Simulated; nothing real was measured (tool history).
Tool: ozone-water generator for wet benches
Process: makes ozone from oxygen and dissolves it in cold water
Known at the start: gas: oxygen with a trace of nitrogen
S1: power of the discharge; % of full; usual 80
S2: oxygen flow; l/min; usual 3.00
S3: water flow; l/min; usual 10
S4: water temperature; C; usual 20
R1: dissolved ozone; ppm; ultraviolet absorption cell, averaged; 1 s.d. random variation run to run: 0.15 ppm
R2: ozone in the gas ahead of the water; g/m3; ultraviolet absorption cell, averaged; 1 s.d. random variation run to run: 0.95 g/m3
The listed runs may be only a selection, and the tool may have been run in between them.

run    hour  S1    S2  S3  S4    R1     R2
  1     0.0  80  3.00  10  20  19.5  162.2
  2   115.9  80  3.00  10  20  19.3  163.9
  3   213.3  80  3.00  13  20  16.5  161.5
  4   314.5  80  3.00  10  20  19.4  160.6
  5   469.6  80  3.00  10  20  19.3  161.8
  6   573.9  80  3.00  10  20  19.3  160.5
  7   695.0  80  3.00  10  20  19.4  160.5
  8   804.6  80  3.00  10  20  19.2  160.9
  9   937.8  80  3.00  10  20  19.5  161.5
 10  1049.5  80  4.37  10  20  18.7  130.8
 11  1182.9  80  1.87  10  26  17.8  208.4
 12  1338.7  80  1.87  10  26  18.0  206.5
 13  1443.4  80  3.00   8  15  24.0  160.5
 14  1627.9  75  3.00   8  27  18.5  153.2
 15  1759.1  75  3.00   8  27  18.6  152.8
 16  1862.1  75  3.00   8  27  18.2  151.3
 17  2049.9  80  3.00   7  20  24.1  158.0
 18  2250.1  80  3.00   7  20  24.0  159.4

Not shown: 2 entries that the log had between the listed runs. Between which runs, and how does the tool's hidden state differ before and after?
Between runs 14 and 15: electrodes of the discharge changed (hour 1661.3)
  yield of the discharge, % of new electrodes': 99.9 -> 100; drift of the gauge itself on gas_g_m3, %: -0.83 -> -0.9
  measured result minus the result with no hidden state, R2: -1.5 -> -1.3 g/m3
Between runs 15 and 16: contactor cleaned (hour 1815.4)
  drift of the gauge itself on gas_g_m3, %: -0.9 -> -0.95
  measured result minus the result with no hidden state, R2: -1.3 -> -1.4 g/m3
